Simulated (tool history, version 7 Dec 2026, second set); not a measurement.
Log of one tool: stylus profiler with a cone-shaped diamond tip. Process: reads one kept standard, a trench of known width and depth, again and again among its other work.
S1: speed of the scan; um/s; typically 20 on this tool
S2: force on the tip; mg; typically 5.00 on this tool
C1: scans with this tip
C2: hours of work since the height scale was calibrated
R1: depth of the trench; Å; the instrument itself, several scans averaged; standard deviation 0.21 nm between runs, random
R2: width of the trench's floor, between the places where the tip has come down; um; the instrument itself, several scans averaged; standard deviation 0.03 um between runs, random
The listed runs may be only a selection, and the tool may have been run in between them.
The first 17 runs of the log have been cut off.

{"run": 18, "hour": 776.2, "S1": 42, "S2": 5.0, "C1": 6962, "C2": 119, "R1": 10175.1, "R2": 25.67}
{"run": 19, "hour": 813.0, "S1": 14, "S2": 4.43, "C1": 7098, "C2": 144, "R1": 10168.3, "R2": 25.67}
{"run": 20, "hour": 858.8, "S1": 15, "S2": 4.36, "C1": 7267, "C2": 175, "R1": 10163.3, "R2": 25.66}
{"run": 21, "hour": 895.5, "S1": 9, "S2": 11.21, "C1": 7401, "C2": 199, "R1": 10303.2, "R2": 25.73}
{"run": 22, "hour": 930.8, "S1": 9, "S2": 5.0, "C1": 7531, "C2": 223, "R1": 10183.9, "R2": 25.62}
{"run": 23, "hour": 970.9, "S1": 9, "S2": 5.0, "C1": 7679, "C2": 249, "R1": 10181.2, "R2": 25.68}
{"run": 24, "hour": 1001.5, "S1": 17, "S2": 3.46, "C1": 7791, "C2": 270, "R1": 10142.5, "R2": 25.66}
{"run": 25, "hour": 1048.0, "S1": 17, "S2": 9.98, "C1": 7962, "C2": 301, "R1": 10282.9, "R2": 25.58}
{"run": 26, "hour": 1074.7, "S1": 9, "S2": 9.98, "C1": 8060, "C2": 318, "R1": 10284.6, "R2": 25.61}
{"run": 27, "hour": 1117.2, "S1": 9, "S2": 9.98, "C1": 8216, "C2": 347, "R1": 10283.9, "R2": 25.58}
{"run": 28, "hour": 1151.0, "S1": 32, "S2": 10.31, "C1": 8341, "C2": 369, "R1": 10288.6, "R2": 25.56}
{"run": 29, "hour": 1195.0, "S1": 41, "S2": 4.3, "C1": 8502, "C2": 399, "R1": 10170.9, "R2": 25.49}
{"run": 30, "hour": 1229.9, "S1": 59, "S2": 7.35, "C1": 8631, "C2": 422, "R1": 10233.9, "R2": 25.5}
{"run": 31, "hour": 1262.7, "S1": 20, "S2": 7.88, "C1": 8751, "C2": 444, "R1": 10240.4, "R2": 25.47}
{"run": 32, "hour": 1317.1, "S1": 20, "S2": 4.62, "C1": 8951, "C2": 480, "R1": 10175.2, "R2": 25.49}
{"run": 33, "hour": 1349.3, "S1": 28, "S2": 1.91, "C1": 9070, "C2": 502, "R1": 10100.6, "R2": 25.43}
{"run": 34, "hour": 1407.4, "S1": 28, "S2": 1.91, "C1": 9284, "C2": 540, "R1": 10102.9, "R2": 25.34}
{"run": 35, "hour": 1442.3, "S1": 28, "S2": 1.91, "C1": 9412, "C2": 564, "R1": 10102.3, "R2": 25.42}
{"run": 36, "hour": 1480.7, "S1": 28, "S2": 1.91, "C1": 9553, "C2": 589, "R1": 10107.0, "R2": 25.4}

Consider 5 possible next runs. They are alternatives, not a sequence: every one starts from the tool as it was left by run 36. What does each give?
{"run": "A", "hour": 1513.1, "S1": 10, "S2": 13.07, "C1": 9672, "C2": 611, "R1": "?", "R2": "?"}
{"run": "B", "hour": 1513.1, "S1": 9, "S2": 4.55, "C1": 9672, "C2": 611, "R1": "?", "R2": "?"}
{"run": "C", "hour": 1513.1, "S1": 11, "S2": 9.59, "C1": 9672, "C2": 611, "R1": "?", "R2": "?"}
{"run": "D", "hour": 1513.1, "S1": 6, "S2": 14.78, "C1": 9672, "C2": 611, "R1": "?", "R2": "?"}
{"run": "E", "hour": 1513.1, "S1": 13, "S2": 3.58, "C1": 9672, "C2": 611, "R1": "?", "R2": "?"}

run=A R1=10339.0 R2=25.43
run=B R1=10175.5 R2=25.40
run=C R1=10282.9 R2=25.50
run=D R1=10372.3 R2=25.46
run=E R1=10156.6 R2=25.46
With no hidden state in the tool, these same runs would have given:
run=A R1=10324.5 R2=26.49
run=B R1=10161.2 R2=26.46
run=C R1=10268.5 R2=26.57
run=D R1=10357.7 R2=26.53
run=E R1=10142.4 R2=26.52
